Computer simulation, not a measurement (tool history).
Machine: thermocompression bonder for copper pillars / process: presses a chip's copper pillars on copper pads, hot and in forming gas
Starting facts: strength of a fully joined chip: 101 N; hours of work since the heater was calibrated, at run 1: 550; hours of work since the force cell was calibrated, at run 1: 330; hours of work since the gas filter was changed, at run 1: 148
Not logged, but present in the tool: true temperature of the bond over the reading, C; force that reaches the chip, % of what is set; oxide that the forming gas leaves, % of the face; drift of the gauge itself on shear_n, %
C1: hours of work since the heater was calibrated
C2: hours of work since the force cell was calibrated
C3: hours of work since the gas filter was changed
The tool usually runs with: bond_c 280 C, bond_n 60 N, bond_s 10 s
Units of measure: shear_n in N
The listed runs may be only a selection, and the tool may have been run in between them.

Run 1, day 0.000: usual settings; C1 550; C2 330; C3 148. Result: shear_n 56.6 N.
Run 2, day 0.712: usual settings but bond_c 300 C; C1 559; C2 339; C3 156. Result: shear_n 66.4 N.
Run 3, day 1.571: usual settings but bond_n 43 N; C1 569; C2 348; C3 166. Result: shear_n 45.1 N.
Run 4, day 2.192: usual settings but bond_c 276 C; C1 576; C2 356; C3 173. Result: shear_n 54.1 N.
Run 5, day 3.221: usual settings but bond_c 276 C; C1 587; C2 367; C3 185. Result: shear_n 53.8 N.
Run 6, day 4.188: usual settings but bond_n 65 N; C1 599; C2 378; C3 196. Result: shear_n 56.7 N.
Run 7, day 5.267: usual settings but bond_n 65 N; C1 611; C2 391; C3 208. Result: shear_n 58.4 N.
Run 8, day 6.238: usual settings; C1 622; C2 402; C3 219. Result: shear_n 55.4 N.
Run 9, day 6.875: usual settings; C1 629; C2 409; C3 227. Result: shear_n 54.5 N.
Run 10, day 7.446: usual settings; C1 636; C2 416; C3 233. Result: shear_n 53.7 N.
Run 11, day 7.917: usual settings; C1 641; C2 421; C3 239. Result: shear_n 54.9 N.
Run 12, day 8.554: usual settings; C1 649; C2 429; C3 246. Result: shear_n 54.2 N.
Run 13, day 9.483: usual settings but bond_n 81 N; C1 659; C2 439; C3 257. Result: shear_n 64.3 N.
Run 14, day 10.383: usual settings but bond_n 70 N; C1 670; C2 450; C3 267. Result: shear_n 58.3 N.
Run 15, day 11.262: usual settings but bond_n 70 N; C1 680; C2 460; C3 277. Result: shear_n 59.5 N.
Run 16, day 12.004: usual settings but bond_n 70 N; C1 688; C2 468; C3 286. Result: shear_n 59.2 N.
At day 12.112: force cell calibrated.
Run 17, day 12.575: usual settings but bond_c 305 C, bond_n 89 N, bond_s 18 s; C1 694; C2 5; C3 291. Result: shear_n 83.1 N.
Run 18, day 13.450: usual settings but bond_n 90 N, bond_s 9 s; C1 704; C2 15; C3 302. Result: shear_n 65.6 N.
Run 19, day 14.471: usual settings but bond_n 36 N, bond_s 9 s; C1 716; C2 27; C3 313. Result: shear_n 36.0 N.
Run 20, day 15.133: usual settings but bond_n 61 N, bond_s 9 s; C1 723; C2 35; C3 321. Result: shear_n 50.4 N.
At day 15.283: force cell calibrated, once more.
Run 21, day 16.150: usual settings but bond_c 264 C, bond_n 80 N, bond_s 14 s; C1 734; C2 10; C3 332. Result: shear_n 58.7 N.
Run 22, day 17.138: usual settings but bond_c 258 C, bond_n 52 N; C1 746; C2 21; C3 343. Result: shear_n 37.2 N.
Run 23, day 18.071: usual settings but bond_c 263 C, bond_n 69 N; C1 756; C2 32; C3 354. Result: shear_n 47.3 N.
Run 24, day 19.117: usual settings but bond_n 76 N; C1 768; C2 44; C3 366. Result: shear_n 60.5 N.
Run 25, day 19.854: usual settings but bond_c 289 C, bond_n 55 N, bond_s 16 s; C1 777; C2 52; C3 374. Result: shear_n 62.1 N.
Run 26, day 20.775: usual settings but bond_c 289 C, bond_n 63 N, bond_s 17 s; C1 787; C2 63; C3 385. Result: shear_n 65.8 N.
Run 27, day 21.433: usual settings but bond_c 306 C, bond_n 43 N, bond_s 17 s; C1 795; C2 71; C3 392. Result: shear_n 60.8 N.
Run 28, day 21.958: usual settings but bond_c 272 C, bond_n 48 N, bond_s 16 s; C1 801; C2 77; C3 398. Result: shear_n 47.4 N.
At day 22.329: forming gas filter changed.
Run 29, day 22.521: usual settings but bond_c 272 C, bond_n 48 N, bond_s 16 s; C1 807; C2 83; C3 2. Result: shear_n 56.1 N.
Run 30, day 23.392: usual settings but bond_c 302 C; C1 817; C2 93; C3 12. Result: shear_n 69.0 N.
Run 31, day 24.100: usual settings but bond_c 306 C, bond_n 83 N; C1 825; C2 101; C3 20. Result: shear_n 81.8 N.

What differs in the tool's unlogged condition from the final listed run ahead of each entry between runs to the first listed run following it?
Between runs 16 and 17: force cell calibrated (day 12.112)
  true temperature of the bond over the reading, C: -4 -> -4.1; force that reaches the chip, % of what is set: 97.4 -> 96.1; oxide that the forming gas leaves, % of the face: 9.1 -> 9.28
  what was measured, less what the result would be without the hidden state, shear_n: -8.7 -> -10.0 N
Between runs 20 and 21: force cell calibrated, once more (day 15.283)
  true temperature of the bond over the reading, C: -4.3 -> -4.4; force that reaches the chip, % of what is set: 96 -> 99.3; oxide that the forming gas leaves, % of the face: 10.17 -> 10.5
  what was measured, less what the result would be without the hidden state, shear_n: -9.2 -> -9.1 N
Between runs 28 and 29: forming gas filter changed (day 22.329)
  oxide that the forming gas leaves, % of the face: 12.47 -> 0.65
  what was measured, less what the result would be without the hidden state, shear_n: -9.4 -> -3.1 N

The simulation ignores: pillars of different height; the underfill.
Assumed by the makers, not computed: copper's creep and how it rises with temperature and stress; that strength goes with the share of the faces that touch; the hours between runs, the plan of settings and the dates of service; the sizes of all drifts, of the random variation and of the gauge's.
